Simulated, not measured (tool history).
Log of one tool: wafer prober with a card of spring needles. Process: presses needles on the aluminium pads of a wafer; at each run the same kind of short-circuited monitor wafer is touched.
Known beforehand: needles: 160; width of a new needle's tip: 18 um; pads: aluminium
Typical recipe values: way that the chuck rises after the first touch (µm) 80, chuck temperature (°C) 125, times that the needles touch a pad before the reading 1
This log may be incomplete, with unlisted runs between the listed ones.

run   hour  way that the chuck rises after the first touch (µm)  chuck temperature (°C)  times that the needles touch a pad before the reading  resistance of one needle with its contact and lead (mohm)  way that a needle slides on the pad (µm)
  1      0                                                   80                     125                                                      1                                                        124                                     20.88
       2.3  -- tips cleaned on abrasive film
       8.1  -- tips cleaned on abrasive film
      13.8  -- tips cleaned on abrasive film
      18.4  -- tips cleaned on abrasive film
        23  -- tips cleaned on abrasive film
      27.6  -- tips cleaned on abrasive film
      32.2  -- tips cleaned on abrasive film
  2   34.7                                                   62                     125                                                      1                                                        130                                     16.02
      37.1  -- tips cleaned on abrasive film
      41.7  -- tips cleaned on abrasive film
      46.3  -- tips cleaned on abrasive film
      50.8  -- tips cleaned on abrasive film
      56.6  -- tips cleaned on abrasive film
      62.3  -- tips cleaned on abrasive film
      66.9  -- tips cleaned on abrasive film
  3   67.4                                                   62                     125                                                      1                                                        125                                      15.8
        72  -- tips cleaned on abrasive film
      76.6  -- tips cleaned on abrasive film
      81.2  -- tips cleaned on abrasive film
      93.2  -- card fitted with new needles
      97.8  -- tips cleaned on abrasive film
     102.4  -- tips cleaned on abrasive film
       107  -- tips cleaned on abrasive film
     111.6  -- tips cleaned on abrasive film
     116.2  -- tips cleaned on abrasive film
  4  117.1                                                   62                     125                                                      1                                                        129                                     16.11
     121.6  -- tips cleaned on abrasive film
     126.2  -- tips cleaned on abrasive film
     130.8  -- tips cleaned on abrasive film
     135.4  -- tips cleaned on abrasive film
       140  -- tips cleaned on abrasive film
     144.6  -- tips cleaned on abrasive film
     150.3  -- tips cleaned on abrasive film
     154.9  -- tips cleaned on abrasive film
     160.6  -- tips cleaned on abrasive film
  5    161                                                   85                     125                                                      1                                                        123                                     22.24
     165.6  -- tips cleaned on abrasive film
     170.2  -- tips cleaned on abrasive film
     174.8  -- tips cleaned on abrasive film
     179.4  -- tips cleaned on abrasive film
     184.5  -- tips cleaned on abrasive film
  6  184.5                                                   85                     125                                                      1                                                        124                                      22.4
     190.2  -- tips cleaned on abrasive film
     194.8  -- tips cleaned on abrasive film
     199.4  -- tips cleaned on abrasive film
       204  -- tips cleaned on abrasive film
     208.6  -- tips cleaned on abrasive film
     213.2  -- tips cleaned on abrasive film
     217.8  -- tips cleaned on abrasive film
     222.4  -- tips cleaned on abrasive film
  7  225.9                                                   80                     125                                                      1                                                        124                                     20.68
     227.2  -- tips cleaned on abrasive film
     231.8  -- tips cleaned on abrasive film
     237.5  -- tips cleaned on abrasive film
     242.1  -- tips cleaned on abrasive film
     246.7  -- tips cleaned on abrasive film
     251.2  -- tips cleaned on abrasive film
     255.8  -- tips cleaned on abrasive film
     260.4  -- tips cleaned on abrasive film
  8  261.8                                                   80                     125                                                      1                                                        124                                     20.78
     265.3  -- tips cleaned on abrasive film
     269.9  -- tips cleaned on abrasive film
     274.5  -- tips cleaned on abrasive film
     279.1  -- tips cleaned on abrasive film
     283.7  -- tips cleaned on abrasive film
     288.3  -- tips cleaned on abrasive film
     292.9  -- tips cleaned on abrasive film
     297.5  -- tips cleaned on abrasive film
  9    301                                                   80                     125                                                      1                                                        124                                     20.91
     302.2  -- tips cleaned on abrasive film
     307.9  -- tips cleaned on abrasive film
     313.6  -- tips cleaned on abrasive film
     318.2  -- tips cleaned on abrasive film
       324  -- tips cleaned on abrasive film
     329.7  -- tips cleaned on abrasive film
 10  330.3                                                   80                     125                                                      1                                                        124                                     20.83
     334.9  -- tips cleaned on abrasive film
     340.6  -- tips cleaned on abrasive film
     346.4  -- tips cleaned on abrasive film
 11  349.6                                                   80                     125                                                      1                                                        123                                     21.11
     351.9  -- tips cleaned on abrasive film
     356.5  -- tips cleaned on abrasive film
     361.1  -- tips cleaned on abrasive film
     366.8  -- tips cleaned on abrasive film
     371.4  -- tips cleaned on abrasive film
       376  -- tips cleaned on abrasive film
     381.7  -- tips cleaned on abrasive film
     386.3  -- tips cleaned on abrasive film
 12  388.8                                                   80                      97                                                      1                                                        118                                     20.68
     391.1  -- tips cleaned on abrasive film
     391.4  -- height of the first contact set anew
       396  -- tips cleaned on abrasive film
     400.6  -- tips cleaned on abrasive film
     405.2  -- tips cleaned on abrasive film
     410.9  -- tips cleaned on abrasive film
     415.5  -- tips cleaned on abrasive film
     421.2  -- tips cleaned on abrasive film
     425.8  -- tips cleaned on abrasive film
 13  427.2                                                   72                      97                                                      1                                                        122                                     18.58
     430.6  -- tips cleaned on abrasive film
     435.2  -- tips cleaned on abrasive film
     440.9  -- tips cleaned on abrasive film
     446.7  -- tips cleaned on abrasive film
     452.4  -- tips cleaned on abrasive film
       457  -- tips cleaned on abrasive film
     461.6  -- tips cleaned on abrasive film
 14    464                                                   72                      97                                                      1                                                        121                                     18.82
     466.3  -- tips cleaned on abrasive film
     470.9  -- tips cleaned on abrasive film
     475.5  -- tips cleaned on abrasive film
     481.2  -- tips cleaned on abrasive film
 15  484.6                                                   92                      97                                                      2                                                        119                                        24
     486.9  -- tips cleaned on abrasive film
     491.5  -- tips cleaned on abrasive film
     497.2  -- tips cleaned on abrasive film
     501.8  -- tips cleaned on abrasive film
     506.4  -- tips cleaned on abrasive film
       511  -- tips cleaned on abrasive film
     515.6  -- tips cleaned on abrasive film
     520.2  -- tips cleaned on abrasive film
     524.8  -- tips cleaned on abrasive film
 16  527.8                                                   80                     125                                                      1                                                        123                                      20.8
     530.1  -- tips cleaned on abrasive film
     535.9  -- tips cleaned on abrasive film
     540.4  -- tips cleaned on abrasive film
       545  -- tips cleaned on abrasive film
     550.8  -- tips cleaned on abrasive film
     555.4  -- tips cleaned on abrasive film
     559.9  -- tips cleaned on abrasive film
     565.7  -- tips cleaned on abrasive film
 17  568.1                                                   94                      85                                                      1                                                        115                                     24.45
     570.5  -- tips cleaned on abrasive film
     575.1  -- tips cleaned on abrasive film
     579.7  -- tips cleaned on abrasive film
     584.3  -- tips cleaned on abrasive film
     588.9  -- tips cleaned on abrasive film
     593.5  -- tips cleaned on abrasive film
       598  -- tips cleaned on abrasive film
 18  600.2                                                   94                      85                                                      1                                                        115                                     24.69
     603.7  -- tips cleaned on abrasive film
     608.3  -- tips cleaned on abrasive film
     612.9  -- tips cleaned on abrasive film
     618.6  -- tips cleaned on abrasive film
     623.2  -- tips cleaned on abrasive film
     628.9  -- tips cleaned on abrasive film
 19  630.2                                                   80                      59                                                      3                                                        117                                     20.71
     633.6  -- tips cleaned on abrasive film
     638.2  -- tips cleaned on abrasive film
     642.8  -- tips cleaned on abrasive film
     647.4  -- tips cleaned on abrasive film
       652  -- tips cleaned on abrasive film
     657.7  -- tips cleaned on abrasive film
     662.3  -- tips cleaned on abrasive film
 20  662.5                                                   80                      59                                                      3                                                        115                                     20.54
     667.1  -- tips cleaned on abrasive film
     671.7  -- tips cleaned on abrasive film
     676.3  -- tips cleaned on abrasive film
     680.9  -- tips cleaned on abrasive film
     685.5  -- tips cleaned on abrasive film
     690.1  -- tips cleaned on abrasive film
     690.4  -- height of the first contact set anew
     694.9  -- tips cleaned on abrasive film
     699.5  -- tips cleaned on abrasive film
     704.1  -- tips cleaned on abrasive film
 21  705.1                                                   80                      59                                                      3                                                        116                                     20.66

Each row is a separate what-if for the run after 21, all from the same tool condition, not one after another. Results?
     709.7  -- tips cleaned on abrasive film
     714.3  -- tips cleaned on abrasive film
     718.9  -- tips cleaned on abrasive film
     724.6  -- tips cleaned on abrasive film
     729.2  -- tips cleaned on abrasive film
     734.8  -- tips cleaned on abrasive film
  A  734.8                                                   80                      59                                                      2                                                          ?                                         ?
     709.7  -- tips cleaned on abrasive film
     714.3  -- tips cleaned on abrasive film
     718.9  -- tips cleaned on abrasive film
     724.6  -- tips cleaned on abrasive film
     729.2  -- tips cleaned on abrasive film
     734.8  -- tips cleaned on abrasive film
  B  734.8                                                   97                      31                                                      1                                                          ?                                         ?
     709.7  -- tips cleaned on abrasive film
     714.3  -- tips cleaned on abrasive film
     718.9  -- tips cleaned on abrasive film
     724.6  -- tips cleaned on abrasive film
     729.2  -- tips cleaned on abrasive film
     734.8  -- tips cleaned on abrasive film
  C  734.8                                                   80                      79                                                      1                                                          ?                                         ?

run  resistance of one needle with its contact and lead (mohm)  way that a needle slides on the pad (µm)
  A                                                        112                                     20.62
  B                                                        107                                      25.2
  C                                                        116                                     20.77
What these runs would have given with no unlogged condition in the tool:
run  resistance of one needle with its contact and lead (mohm)  way that a needle slides on the pad (µm)
  A                                                        112                                     20.62
  B                                                        107                                      25.2
  C                                                        116                                     20.77
